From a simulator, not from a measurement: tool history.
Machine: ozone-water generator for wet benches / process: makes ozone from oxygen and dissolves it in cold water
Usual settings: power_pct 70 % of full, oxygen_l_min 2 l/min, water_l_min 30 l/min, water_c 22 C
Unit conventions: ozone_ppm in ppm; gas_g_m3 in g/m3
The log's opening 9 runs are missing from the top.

run    hour  power_pct  oxygen_l_min  water_l_min  water_c  ozone_ppm  gas_g_m3
 10     442         70          1.33           30       22        7.1     242.5
 11   483.6         70          1.33           30       22        7.2     244.6
 12   548.7         70             2           30       14          9     216.7
 13   587.4         70             2           30       14        9.2     215.2
 14   633.5         70             2           30       17        9.1     214.8
 15   664.7         70             2           30       17        9.2     214.8
 16   730.9         87          2.89           26       22       14.4     225.3
 17   759.1         95          1.19           35       22        7.1       317
 18   812.8         70          2.13           36       22        7.5       212
 19   877.4         70             2           30       18        9.2     214.5
 20   941.4         70          1.21           30       18          7     250.8
 21   979.5         70          1.21           30       23        6.8     252.6
 22  1018.6         70          1.89           29       23        8.6     219.5
 23  1055.4         70          1.89           23       23       11.4       219
 24  1088.9         72          3.55           30       22       11.6     183.1
 25  1154.5         70             2           30       14        9.1     212.2
 26  1191.8         70             2           27       14       10.4     216.2
 27  1235.8         78          2.53           41       17        7.8     214.8
 28  1294.6         78          2.53           41       17        7.5     216.8
 29  1334.8         78          2.53           41       17        7.8     216.9
 30  1366.7         78          2.53           41       17        7.6     215.7

Below are 5 alternative next runs, each starting from the tool's condition after run 30. Predict each:
  A  1425.3         78          2.53           41       26          ?         ?
  B  1425.3         61             2           30       22          ?         ?
  C  1425.3         66          2.53           27       14          ?         ?
  D  1425.3         70             2           47       22          ?         ?
  E  1425.3         78          2.53           41       26          ?         ?

run  ozone_ppm  gas_g_m3
  A        7.3       217
  B        7.8     195.8
  C       11.1     188.4
  D        5.2     214.4
  E        7.3     218.3
Without the tool's unlogged condition, the same runs would have read:
run  ozone_ppm  gas_g_m3
  A        7.3     217.2
  B        7.8     195.9
  C       11.1     188.6
  D        5.2     214.5
  E        7.3     218.5
